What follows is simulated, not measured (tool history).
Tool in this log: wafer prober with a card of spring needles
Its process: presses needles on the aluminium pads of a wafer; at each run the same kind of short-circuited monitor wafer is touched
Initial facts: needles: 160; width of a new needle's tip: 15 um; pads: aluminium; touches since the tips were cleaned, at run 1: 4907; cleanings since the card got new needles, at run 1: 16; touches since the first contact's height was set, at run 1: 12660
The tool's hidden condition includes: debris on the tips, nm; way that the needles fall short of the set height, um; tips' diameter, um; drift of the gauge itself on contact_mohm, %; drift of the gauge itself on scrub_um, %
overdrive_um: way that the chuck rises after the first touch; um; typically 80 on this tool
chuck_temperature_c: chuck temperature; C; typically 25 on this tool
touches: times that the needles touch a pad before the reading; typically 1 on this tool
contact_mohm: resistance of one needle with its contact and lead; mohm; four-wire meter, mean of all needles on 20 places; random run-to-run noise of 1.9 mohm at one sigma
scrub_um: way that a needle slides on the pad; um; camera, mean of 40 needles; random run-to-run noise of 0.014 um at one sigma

| run | day | overdrive_um | chuck_temperature_c | touches | touches since the tips were cleaned | cleanings since the card got new needles | touches since the first contact's height was set | contact_mohm | scrub_um |
|---|---|---|---|---|---|---|---|---|---|
| 1 | 0 | 80 | 25 | 1 | 4907 | 16 | 12660 | 241 | 14.3 |
| 2 | 0.308 | 80 | 25 | 1 | 6749 | 16 | 14502 | 247 | 14.31 |
|  | 0.533 | tips cleaned on abrasive film |
| 3 | 0.7 | 80 | 25 | 1 | 1003 | 17 | 16822 | 277 | 14.31 |
| 4 | 1.258 | 80 | 62 | 1 | 4333 | 17 | 20152 | 278 | 14.3 |
|  | 1.679 | tips cleaned on abrasive film, once more |
| 5 | 1.862 | 80 | 62 | 1 | 1098 | 18 | 23735 | 222 | 14.3 |
| 6 | 2.521 | 64 | 25 | 1 | 5028 | 18 | 27665 | 261 | 11.43 |
|  | 2.988 | tips cleaned on abrasive film |
| 7 | 2.988 | 64 | 34 | 1 | 0 | 19 | 30419 | 210 | 11.44 |
| 8 | 3.388 | 80 | 61 | 1 | 2398 | 19 | 32817 | 232 | 14.28 |
| 9 | 3.933 | 80 | 99 | 1 | 5659 | 19 | 36078 | 255 | 14.29 |
|  | 4.312 | tips cleaned on abrasive film |
| 10 | 4.504 | 80 | 99 | 1 | 1144 | 20 | 39464 | 229 | 14.27 |
| 11 | 4.938 | 80 | 99 | 1 | 3724 | 20 | 42044 | 251 | 14.25 |
| 12 | 5.588 | 80 | 99 | 1 | 7606 | 20 | 45926 | 263 | 14.28 |
|  | 5.65 | tips cleaned on abrasive film |
| 13 | 6.042 | 80 | 99 | 1 | 2344 | 21 | 48621 | 240 | 14.25 |
| 14 | 6.371 | 87 | 37 | 2 | 4303 | 21 | 50580 | 224 | 15.51 |
|  | 6.962 | tips cleaned on abrasive film |
| 15 | 7.067 | 74 | 118 | 3 | 617 | 22 | 54708 | 224 | 13.19 |
| 16 | 7.496 | 66 | 69 | 2 | 3192 | 22 | 57283 | 240 | 11.75 |
| 17 | 8.179 | 70 | 37 | 3 | 7260 | 22 | 61351 | 226 | 12.46 |
|  | 8.296 | tips cleaned on abrasive film |
| 18 | 8.679 | 95 | 26 | 1 | 2289 | 23 | 64314 | 220 | 16.93 |
| 19 | 9.175 | 92 | 118 | 3 | 5244 | 23 | 67269 | 229 | 16.4 |
|  | 9.508 | height of the first contact set anew |
|  | 9.612 | tips cleaned on abrasive film |
| 20 | 9.675 | 92 | 118 | 3 | 356 | 24 | 953 | 216 | 16.46 |
| 21 | 10.333 | 92 | 118 | 3 | 4285 | 24 | 4882 | 227 | 16.48 |
| 22 | 10.721 | 83 | 72 | 2 | 6616 | 24 | 7213 | 235 | 14.86 |
|  | 10.938 | tips cleaned on abrasive film |
| 23 | 11.396 | 83 | 72 | 2 | 2760 | 25 | 11225 | 226 | 14.83 |
| 24 | 12.083 | 83 | 72 | 2 | 6851 | 25 | 15316 | 236 | 14.81 |
|  | 12.283 | tips cleaned on abrasive film |
| 25 | 12.45 | 85 | 25 | 1 | 985 | 26 | 17474 | 213 | 15.17 |

Branching from run 25: 5 alternative next runs. What would each branch give?
| A | 12.912 | 99 | 25 | 1 | 3767 | 26 | 20256 | ? | ? |
| B | 12.912 | 73 | 25 | 2 | 3767 | 26 | 20256 | ? | ? |
| C | 12.912 | 85 | 28 | 1 | 3767 | 26 | 20256 | ? | ? |
| D | 12.912 | 85 | 59 | 3 | 3767 | 26 | 20256 | ? | ? |
| E | 12.912 | 90 | 97 | 3 | 3767 | 26 | 20256 | ? | ? |

| run | contact_mohm | scrub_um |
|---|---|---|
| A | 227 | 17.68 |
| B | 225 | 13.03 |
| C | 234 | 15.19 |
| D | 218 | 15.2 |
| E | 222 | 16.09 |
Take away the tool's hidden state, keep each run's random variation, and the runs would have read:
| run | contact_mohm | scrub_um |
|---|---|---|
| A | 197 | 17.72 |
| B | 198 | 13.07 |
| C | 197 | 15.24 |
| D | 205 | 15.24 |
| E | 211 | 16.13 |
